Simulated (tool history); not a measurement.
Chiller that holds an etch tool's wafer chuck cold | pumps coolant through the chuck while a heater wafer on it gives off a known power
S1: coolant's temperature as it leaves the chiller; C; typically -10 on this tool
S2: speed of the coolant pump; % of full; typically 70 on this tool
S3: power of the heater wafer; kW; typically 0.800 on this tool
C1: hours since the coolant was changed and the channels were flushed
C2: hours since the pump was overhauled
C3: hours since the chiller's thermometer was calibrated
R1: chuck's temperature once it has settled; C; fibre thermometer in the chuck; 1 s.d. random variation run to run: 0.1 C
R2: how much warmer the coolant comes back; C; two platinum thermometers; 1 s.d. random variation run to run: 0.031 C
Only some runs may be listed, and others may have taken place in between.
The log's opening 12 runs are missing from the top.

run 13 hour=1974.5 | S1=-10 S2=71 S3=0.800 | C1=716 C2=2800 C3=3456 | R1=-2.9 R2=2.75
run 14 hour=2185.2 | S1=-10 S2=71 S3=0.800 | C1=926 C2=3011 C3=3666 | R1=-3.2 R2=2.70
run 15 hour=2403.8 | S1=-10 S2=71 S3=0.762 | C1=1145 C2=3230 C3=3885 | R1=-3.3 R2=2.53
run 16 hour=2542.5 | S1=-10 S2=89 S3=0.762 | C1=1284 C2=3369 C3=4024 | R1=-4.2 R2=2.00
-- hour=2656.5 chiller's thermometer calibrated
run 17 hour=2657.6 | S1=-14 S2=71 S3=1.081 | C1=1398 C2=3483 C3=1 | R1=-4.5 R2=3.62
run 18 hour=2864.3 | S1=-8 S2=83 S3=0.746 | C1=1604 C2=3689 C3=208 | R1=-1.8 R2=2.07
run 19 hour=3002.4 | S1=-8 S2=80 S3=1.003 | C1=1742 C2=3827 C3=346 | R1=0.1 R2=2.91
run 20 hour=3202.5 | S1=-19 S2=70 S3=0.565 | C1=1943 C2=4027 C3=546 | R1=-13.8 R2=1.84
run 21 hour=3369.7 | S1=-10 S2=63 S3=0.557 | C1=2110 C2=4195 C3=713 | R1=-4.8 R2=2.00
run 22 hour=3468.0 | S1=-10 S2=82 S3=0.991 | C1=2208 C2=4293 C3=812 | R1=-2.0 R2=2.86
run 23 hour=3671.3 | S1=-15 S2=70 S3=0.800 | C1=2411 C2=4496 C3=1015 | R1=-8.0 R2=2.72
-- hour=3729.6 coolant pump overhauled
run 24 hour=3873.5 | S1=-18 S2=84 S3=1.039 | C1=2609 C2=144 C3=1212 | R1=-9.6 R2=2.79
run 25 hour=4012.2 | S1=-18 S2=87 S3=1.039 | C1=2747 C2=283 C3=1351 | R1=-9.9 R2=2.70
run 26 hour=4137.1 | S1=-18 S2=87 S3=1.039 | C1=2872 C2=408 C3=1476 | R1=-10.0 R2=2.71
run 27 hour=4241.4 | S1=-12 S2=96 S3=1.039 | C1=2976 C2=512 C3=1580 | R1=-4.6 R2=2.42
run 28 hour=4454.1 | S1=-12 S2=79 S3=0.828 | C1=3189 C2=725 C3=1793 | R1=-5.2 R2=2.34
run 29 hour=4553.0 | S1=-7 S2=72 S3=0.898 | C1=3288 C2=823 C3=1892 | R1=0.9 R2=2.88
-- hour=4613.7 coolant changed, channels flushed
run 30 hour=4657.5 | S1=-8 S2=74 S3=0.898 | C1=44 C2=922 C3=1990 | R1=-0.3 R2=2.80
run 31 hour=4833.6 | S1=-10 S2=74 S3=1.116 | C1=220 C2=1098 C3=2166 | R1=-0.4 R2=3.48

Alternative continuations, all from the tool just after run 31; predict every row:
run A hour=5037.5 | S1=-10 S2=84 S3=0.582 | C1=424 C2=1302 C3=2370 | R1=? R2=?
run B hour=5037.5 | S1=-7 S2=64 S3=0.532 | C1=424 C2=1302 C3=2370 | R1=? R2=?
run C hour=5037.5 | S1=-10 S2=70 S3=1.116 | C1=424 C2=1302 C3=2370 | R1=? R2=?

run=A R1=-5.4 R2=1.48
run=B R1=-2.0 R2=1.82
run=C R1=-0.2 R2=3.73
What these runs would have given with no unlogged condition in the tool:
run=A R1=-5.4 R2=1.71
run=B R1=-2.0 R2=2.05
run=C R1=-0.2 R2=3.96
